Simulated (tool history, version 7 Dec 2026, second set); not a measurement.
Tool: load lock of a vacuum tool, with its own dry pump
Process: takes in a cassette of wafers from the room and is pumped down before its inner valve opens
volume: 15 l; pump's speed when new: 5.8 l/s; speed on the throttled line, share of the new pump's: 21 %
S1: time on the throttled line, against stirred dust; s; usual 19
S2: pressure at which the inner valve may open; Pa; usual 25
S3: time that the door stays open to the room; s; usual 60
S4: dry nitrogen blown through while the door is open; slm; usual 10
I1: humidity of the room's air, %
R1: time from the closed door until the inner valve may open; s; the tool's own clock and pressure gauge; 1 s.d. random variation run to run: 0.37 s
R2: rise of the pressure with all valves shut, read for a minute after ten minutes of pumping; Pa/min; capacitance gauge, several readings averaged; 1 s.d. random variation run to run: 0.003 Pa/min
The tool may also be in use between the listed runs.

{"run": 1, "hour": 0.0, "S1": 19, "S2": 25, "S3": 60, "S4": 10, "I1": 42, "R1": 37.9, "R2": 0.137}
{"run": 2, "hour": 57.0, "S1": 19, "S2": 25, "S3": 60, "S4": 10, "I1": 43.6, "R1": 37.3, "R2": 0.138}
{"run": 3, "hour": 123.5, "S1": 19, "S2": 25, "S3": 60, "S4": 10, "I1": 46.2, "R1": 37.4, "R2": 0.141}
{"run": 4, "hour": 166.1, "S1": 19, "S2": 25, "S3": 60, "S4": 10, "I1": 45.4, "R1": 37.2, "R2": 0.147}
{"run": 5, "hour": 252.6, "S1": 19, "S2": 25, "S3": 60, "S4": 19, "I1": 48, "R1": 37.1, "R2": 0.143}
{"run": 6, "hour": 305.0, "S1": 19, "S2": 25, "S3": 60, "S4": 10, "I1": 44.8, "R1": 37.1, "R2": 0.148}
{"run": 7, "hour": 377.4, "S1": 19, "S2": 25, "S3": 60, "S4": 10, "I1": 45.6, "R1": 37.6, "R2": 0.148}
{"run": 8, "hour": 438.0, "S1": 19, "S2": 25, "S3": 60, "S4": 17, "I1": 47.5, "R1": 37.3, "R2": 0.141}
{"run": 9, "hour": 487.9, "S1": 24, "S2": 35, "S3": 129, "S4": 8, "I1": 44, "R1": 39.9, "R2": 0.182}
{"run": 10, "hour": 548.8, "S1": 24, "S2": 35, "S3": 129, "S4": 8, "I1": 47.2, "R1": 40.8, "R2": 0.191}
{"run": 11, "hour": 617.4, "S1": 32, "S2": 35, "S3": 129, "S4": 8, "I1": 43.8, "R1": 46.9, "R2": 0.187}
{"run": 12, "hour": 657.2, "S1": 19, "S2": 47, "S3": 124, "S4": 9, "I1": 45.8, "R1": 36.2, "R2": 0.182}
{"run": 13, "hour": 720.0, "S1": 19, "S2": 47, "S3": 124, "S4": 9, "I1": 45.3, "R1": 35.7, "R2": 0.181}
{"run": 14, "hour": 805.1, "S1": 19, "S2": 34, "S3": 163, "S4": 9, "I1": 47.6, "R1": 37.1, "R2": 0.205}
{"run": 15, "hour": 872.7, "S1": 19, "S2": 34, "S3": 163, "S4": 9, "I1": 45.1, "R1": 36.7, "R2": 0.202}

Each row is a separate what-if for the run after 15, all from the same tool condition, not one after another. Results?
{"run": "A", "hour": 958.4, "S1": 19, "S2": 25, "S3": 59, "S4": 10, "I1": 45.1, "R1": "?", "R2": "?"}
{"run": "B", "hour": 958.4, "S1": 28, "S2": 25, "S3": 60, "S4": 19, "I1": 42.5, "R1": "?", "R2": "?"}
{"run": "C", "hour": 958.4, "S1": 19, "S2": 34, "S3": 163, "S4": 4, "I1": 48.3, "R1": "?", "R2": "?"}
{"run": "D", "hour": 958.4, "S1": 19, "S2": 33, "S3": 60, "S4": 10, "I1": 46.3, "R1": "?", "R2": "?"}

run=A R1=38.1 R2=0.163
run=B R1=44.5 R2=0.144
run=C R1=36.6 R2=0.23
run=D R1=37.1 R2=0.163
Without the tool's hidden state the same runs would have given:
run=A R1=37.3 R2=0.05
run=B R1=43.8 R2=0.031
run=C R1=35.8 R2=0.117
run=D R1=36.3 R2=0.05

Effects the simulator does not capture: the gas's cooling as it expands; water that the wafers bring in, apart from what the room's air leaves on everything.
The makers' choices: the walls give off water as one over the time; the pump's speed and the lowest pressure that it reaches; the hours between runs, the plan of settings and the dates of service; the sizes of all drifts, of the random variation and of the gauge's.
